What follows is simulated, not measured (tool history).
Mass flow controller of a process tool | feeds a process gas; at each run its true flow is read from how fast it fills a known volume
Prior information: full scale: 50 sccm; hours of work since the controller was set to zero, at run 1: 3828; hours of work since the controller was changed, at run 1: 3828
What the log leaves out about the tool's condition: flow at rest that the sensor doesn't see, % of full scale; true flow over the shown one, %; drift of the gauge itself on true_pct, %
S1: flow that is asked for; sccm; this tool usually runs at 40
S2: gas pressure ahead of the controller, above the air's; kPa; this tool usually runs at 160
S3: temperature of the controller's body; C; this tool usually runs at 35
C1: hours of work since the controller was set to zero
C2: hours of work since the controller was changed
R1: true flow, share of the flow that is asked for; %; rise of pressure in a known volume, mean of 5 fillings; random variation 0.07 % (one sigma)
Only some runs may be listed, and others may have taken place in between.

| run | hour | S1 | S2 | S3 | C1 | C2 | R1 |
|---|---|---|---|---|---|---|---|
| 1 | 0 | 40 | 160 | 35 | 3828 | 3828 | 101.34 |
| 2 | 263.1 | 16 | 160 | 35 | 4016 | 4016 | 101.52 |
| 3 | 463.3 | 40 | 160 | 35 | 4159 | 4159 | 101.67 |
| 4 | 738.1 | 40 | 160 | 35 | 4356 | 4356 | 101.77 |
| 5 | 1027.1 | 40 | 160 | 35 | 4562 | 4562 | 101.8 |
| 6 | 1276.1 | 6 | 280 | 36 | 4740 | 4740 | 104.77 |
| 7 | 1531.8 | 6 | 280 | 36 | 4923 | 4923 | 104.98 |
| 8 | 1809.6 | 6 | 280 | 36 | 5121 | 5121 | 105.34 |
| 9 | 2078.3 | 8 | 157 | 36 | 5313 | 5313 | 104.69 |
| 10 | 2311.8 | 30 | 271 | 35 | 5480 | 5480 | 101.99 |

Consider 5 possible next runs. They are alternatives, not a sequence: every one starts from the tool as it was left by run 10. What does each give?
| A | 2543.5 | 30 | 146 | 36 | 5646 | 5646 | ? |
| B | 2543.5 | 6 | 251 | 24 | 5646 | 5646 | ? |
| C | 2543.5 | 30 | 149 | 23 | 5646 | 5646 | ? |
| D | 2543.5 | 30 | 257 | 35 | 5646 | 5646 | ? |
| E | 2543.5 | 8 | 271 | 35 | 5646 | 5646 | ? |

| run | R1 |
|---|---|
| A | 102.47 |
| B | 107.62 |
| C | 103.88 |
| D | 102.15 |
| E | 104.75 |
What these runs would have given with no unlogged condition in the tool:
| run | R1 |
|---|---|
| A | 98.14 |
| B | 98.04 |
| C | 99.55 |
| D | 97.83 |
| E | 96.82 |
